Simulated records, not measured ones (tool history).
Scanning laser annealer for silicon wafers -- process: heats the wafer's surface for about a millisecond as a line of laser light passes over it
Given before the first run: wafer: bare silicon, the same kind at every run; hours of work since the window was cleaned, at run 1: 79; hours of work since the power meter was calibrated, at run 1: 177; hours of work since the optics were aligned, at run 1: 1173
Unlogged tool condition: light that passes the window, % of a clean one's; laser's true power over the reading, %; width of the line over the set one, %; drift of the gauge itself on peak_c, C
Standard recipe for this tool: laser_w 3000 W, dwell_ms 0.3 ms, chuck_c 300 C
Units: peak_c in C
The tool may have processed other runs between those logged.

run   hour  laser_w  dwell_ms  chuck_c  hours of work since the window was cleaned  hours of work since the power meter was calibrated  hours of work since the optics were aligned  peak_c
  1      0     3000       0.3      300                                          79                                                 177                                         1173    1009
  2    9.3     3000       0.3      303                                          84                                                 182                                         1178    1016
  3   13.9     3000       0.3      338                                          87                                                 184                                         1180    1049
  4   17.7     3000       0.3      270                                          89                                                 187                                         1183     979
  5     24     3000       0.3      270                                          92                                                 190                                         1186     983
  6   32.4     3000     0.253      270                                          97                                                 195                                         1191     911
  7   36.7     3000     0.253      270                                          99                                                 197                                         1193     910
  8   41.1     3000     0.253      270                                         102                                                 199                                         1195     912
  9   47.4     3000     0.253      270                                         105                                                 203                                         1199     912
      52.8  -- optics aligned, line set to its width
 10   57.2     3000     0.241      298                                         108                                                 205                                            2     921
 11   65.4     2715       0.3      320                                         112                                                 210                                            7     963
 12   70.9     2735       0.3      285                                         115                                                 213                                           10     932
 13   79.3     2814     0.236      322                                         120                                                 218                                           15     900
 14   83.7     3001     0.378      322                                         122                                                 220                                           17    1136
 15   89.9     2910       0.3      300                                         126                                                 224                                           20     992
 16   98.3     2910       0.3      300                                         130                                                 228                                           25     989
 17  102.5     2910       0.3      300                                         133                                                 230                                           27     988

Below are 3 alternative next runs, each starting from the tool's condition after run 17. Predict each:
     110.6  -- optics aligned, line set to its width, once more
  A   114     2910       0.3      285                                         136                                                 234                                            2       ?
     110.6  -- optics aligned, line set to its width, once more
  B   114     3000     0.271      300                                         136                                                 234                                            2       ?
     110.6  -- optics aligned, line set to its width, once more
  C   114     2913     0.264      329                                         136                                                 234                                            2       ?

run  peak_c
  A     976
  B     974
  C     970
Had the tool no hidden state, the same runs would have come out as:
run  peak_c
  A     980
  B     978
  C     973

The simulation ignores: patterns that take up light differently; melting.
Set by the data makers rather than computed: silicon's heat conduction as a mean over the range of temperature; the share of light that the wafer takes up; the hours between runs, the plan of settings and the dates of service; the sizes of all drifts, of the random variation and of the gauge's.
